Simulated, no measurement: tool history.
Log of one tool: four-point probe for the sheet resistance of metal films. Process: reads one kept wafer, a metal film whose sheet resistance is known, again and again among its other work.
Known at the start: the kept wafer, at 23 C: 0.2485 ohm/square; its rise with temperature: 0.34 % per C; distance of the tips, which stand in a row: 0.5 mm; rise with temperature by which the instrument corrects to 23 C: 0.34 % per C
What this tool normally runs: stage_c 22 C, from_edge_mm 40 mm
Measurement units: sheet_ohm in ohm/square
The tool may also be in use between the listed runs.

| run | hour | stage_c | from_edge_mm | sheet_ohm |
|---|---|---|---|---|
| 1 | 0 | 22 | 40 | 0.248493 |
| 2 | 30.7 | 22 | 40 | 0.24853 |
| 3 | 77.7 | 22 | 40 | 0.248467 |
| 4 | 104.6 | 22 | 26 | 0.248535 |
| 5 | 165 | 22 | 32 | 0.248544 |
|  | 209.9 | stage's thermometer calibrated |
| 6 | 211.5 | 22 | 32 | 0.248423 |
| 7 | 250.7 | 22 | 32 | 0.248573 |
| 8 | 282.6 | 25 | 40 | 0.248565 |
| 9 | 311.3 | 25 | 40 | 0.248562 |
| 10 | 338.8 | 25 | 40 | 0.248563 |
| 11 | 386.2 | 22 | 40 | 0.248511 |
| 12 | 434.4 | 22 | 40 | 0.248614 |
| 13 | 486.8 | 22 | 40 | 0.248502 |
| 14 | 535.3 | 22 | 40 | 0.248554 |
| 15 | 563.5 | 22 | 40 | 0.248494 |
| 16 | 623.8 | 21 | 40 | 0.24844 |
| 17 | 651.7 | 21 | 16 | 0.2486 |
| 18 | 678.9 | 22 | 9 | 0.248873 |
| 19 | 717.2 | 22 | 9 | 0.248873 |
| 20 | 772.1 | 27 | 40 | 0.248487 |
| 21 | 803.9 | 22 | 40 | 0.2485 |
| 22 | 846.1 | 22 | 40 | 0.248482 |
| 23 | 873.1 | 22 | 40 | 0.24848 |
| 24 | 919.3 | 22 | 20 | 0.24859 |
| 25 | 955.6 | 22 | 20 | 0.248566 |
| 26 | 990.4 | 34 | 11 | 0.248973 |
| 27 | 1028.4 | 21 | 10 | 0.248759 |
| 28 | 1061.6 | 34 | 16 | 0.248869 |
| 29 | 1095.1 | 33 | 4 | 0.250736 |
| 30 | 1143.7 | 22 | 13 | 0.248688 |
| 31 | 1176.4 | 19 | 3 | 0.252149 |
| 32 | 1205.2 | 28 | 75 | 0.248591 |
| 33 | 1267 | 25 | 9 | 0.248917 |
| 34 | 1300.3 | 18 | 11 | 0.248704 |
| 35 | 1326.5 | 18 | 11 | 0.248733 |
| 36 | 1376.9 | 18 | 4 | 0.250484 |
| 37 | 1411.6 | 22 | 36 | 0.248373 |
| 38 | 1466.5 | 22 | 36 | 0.248423 |
| 39 | 1522 | 22 | 36 | 0.248436 |
| 40 | 1580.9 | 32 | 21 | 0.248689 |
| 41 | 1642.3 | 33 | 4 | 0.250755 |
| 42 | 1695.8 | 20 | 31 | 0.248502 |
| 43 | 1745.7 | 23 | 40 | 0.248453 |
| 44 | 1771.8 | 23 | 40 | 0.248435 |
| 45 | 1800.1 | 23 | 52 | 0.248444 |

4 ways to go on from here, each from the tool as it stands after run 45. What would each give?
| A | 1831.7 | 31 | 8 | ? |
| B | 1831.7 | 19 | 40 | ? |
| C | 1831.7 | 24 | 41 | ? |
| D | 1831.7 | 22 | 4 | ? |

| run | sheet_ohm |
|---|---|
| A | 0.249097 |
| B | 0.248456 |
| C | 0.248546 |
| D | 0.250507 |
Without the tool's unlogged condition, the same runs would have read:
| run | sheet_ohm |
|---|---|
| A | 0.249121 |
| B | 0.24848 |
| C | 0.24857 |
| D | 0.250531 |
